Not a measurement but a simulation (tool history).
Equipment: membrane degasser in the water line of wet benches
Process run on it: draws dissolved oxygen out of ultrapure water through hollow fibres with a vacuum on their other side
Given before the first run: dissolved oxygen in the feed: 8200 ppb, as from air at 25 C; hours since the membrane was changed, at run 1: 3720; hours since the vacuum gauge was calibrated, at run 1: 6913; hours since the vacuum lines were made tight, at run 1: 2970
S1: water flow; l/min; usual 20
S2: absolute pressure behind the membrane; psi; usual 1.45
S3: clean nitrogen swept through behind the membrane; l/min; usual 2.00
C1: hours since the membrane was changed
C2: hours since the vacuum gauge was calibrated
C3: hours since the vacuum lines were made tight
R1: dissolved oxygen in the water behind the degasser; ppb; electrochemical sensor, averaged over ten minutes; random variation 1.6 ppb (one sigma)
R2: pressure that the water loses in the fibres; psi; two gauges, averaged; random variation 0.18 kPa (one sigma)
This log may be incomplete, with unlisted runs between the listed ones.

| run | hour | S1 | S2 | S3 | C1 | C2 | C3 | R1 | R2 |
|---|---|---|---|---|---|---|---|---|---|
| 1 | 0.0 | 20 | 1.45 | 2.00 | 3720 | 6913 | 2970 | 185.8 | 4.735 |
| 2 | 119.5 | 27 | 1.45 | 2.00 | 3839 | 7032 | 3089 | 287.6 | 6.398 |
| 3 | 170.9 | 27 | 1.81 | 2.00 | 3891 | 7084 | 3141 | 359.3 | 6.342 |
| 4 | 267.5 | 27 | 1.81 | 2.00 | 3987 | 7180 | 3237 | 356.1 | 6.419 |
| 5 | 324.9 | 27 | 1.81 | 2.00 | 4045 | 7238 | 3295 | 362.9 | 6.363 |
| 6 | 401.2 | 27 | 1.81 | 2.00 | 4121 | 7314 | 3371 | 356.4 | 6.382 |
| 7 | 514.6 | 20 | 1.45 | 2.00 | 4234 | 7427 | 3485 | 188.2 | 4.727 |
| 8 | 608.1 | 20 | 1.45 | 2.00 | 4328 | 7521 | 3578 | 183.9 | 4.682 |
|  | 694.2 | vacuum gauge calibrated |
| 9 | 694.2 | 17 | 1.45 | 2.00 | 4413 | 0 | 3664 | 150.8 | 4.019 |
| 10 | 794.7 | 17 | 1.45 | 2.00 | 4514 | 100 | 3764 | 149.0 | 3.983 |
|  | 850.9 | seals of the vacuum lines changed |
| 11 | 850.9 | 17 | 1.45 | 2.00 | 4568 | 155 | 0 | 150.2 | 3.952 |
| 12 | 924.1 | 20 | 1.22 | 2.00 | 4641 | 228 | 73 | 148.0 | 4.672 |
| 13 | 980.1 | 20 | 1.22 | 2.00 | 4697 | 284 | 129 | 146.6 | 4.667 |
| 14 | 1059.6 | 20 | 1.22 | 2.00 | 4777 | 363 | 209 | 149.6 | 4.666 |
| 15 | 1124.2 | 20 | 3.52 | 1.56 | 4841 | 428 | 273 | 618.2 | 4.683 |
| 16 | 1223.0 | 13 | 0.94 | 5.47 | 4940 | 527 | 372 | 23.7 | 3.039 |
| 17 | 1278.1 | 13 | 0.94 | 5.47 | 4995 | 582 | 427 | 22.8 | 3.044 |
| 18 | 1382.8 | 13 | 0.94 | 5.47 | 5100 | 687 | 532 | 23.4 | 3.037 |
| 19 | 1454.7 | 13 | 0.94 | 5.47 | 5172 | 759 | 604 | 22.9 | 3.059 |
| 20 | 1566.7 | 13 | 0.94 | 5.47 | 5284 | 870 | 716 | 23.8 | 3.020 |
| 21 | 1677.2 | 20 | 1.45 | 0.96 | 5394 | 981 | 826 | 333.3 | 4.672 |
| 22 | 1799.2 | 20 | 1.45 | 0.96 | 5516 | 1103 | 948 | 333.2 | 4.637 |
| 23 | 1870.6 | 20 | 1.45 | 0.96 | 5588 | 1174 | 1020 | 328.4 | 4.682 |
| 24 | 1986.1 | 16 | 1.55 | 1.58 | 5703 | 1290 | 1135 | 185.3 | 3.735 |
| 25 | 2085.6 | 19 | 2.84 | 2.47 | 5803 | 1389 | 1235 | 310.9 | 4.400 |
| 26 | 2204.4 | 13 | 3.09 | 4.20 | 5922 | 1508 | 1353 | 140.3 | 3.046 |
| 27 | 2290.4 | 19 | 3.09 | 1.24 | 6008 | 1594 | 1439 | 614.9 | 4.421 |

How would selected steps in R2 from run to run divide? Give the signed amount a tool lacking its hidden state would still show from settings, what came in and random variation, and the signed amount left for the hidden state, including any gauge scatter that is not in both of the compared results.
Hidden conditions of the tool in this case: membrane still open, %; true pressure behind the membrane over the reading, kPa; air that leaks in behind the membrane, l/min; drift of the gauge itself on oxygen_ppb, %; drift of the gauge itself on loss_of_pressure_kpa, %.
Run 1 -> 2: S1 20 -> 27. R2 +1.662 psi: hidden state -0.003, all else +1.665.
Run 6 -> 7: S1 27 -> 20, S2 1.81 -> 1.45. R2 -1.655 psi: hidden state -0.001, all else -1.653.
Run 20 -> 21: S1 13 -> 20, S2 0.94 -> 1.45, S3 5.47 -> 0.96. R2 +1.652 psi: hidden state -0.022, all else +1.674.
Run 26 -> 27: S1 13 -> 19, S3 4.20 -> 1.24. R2 +1.375 psi: hidden state -0.025, all else +1.400.

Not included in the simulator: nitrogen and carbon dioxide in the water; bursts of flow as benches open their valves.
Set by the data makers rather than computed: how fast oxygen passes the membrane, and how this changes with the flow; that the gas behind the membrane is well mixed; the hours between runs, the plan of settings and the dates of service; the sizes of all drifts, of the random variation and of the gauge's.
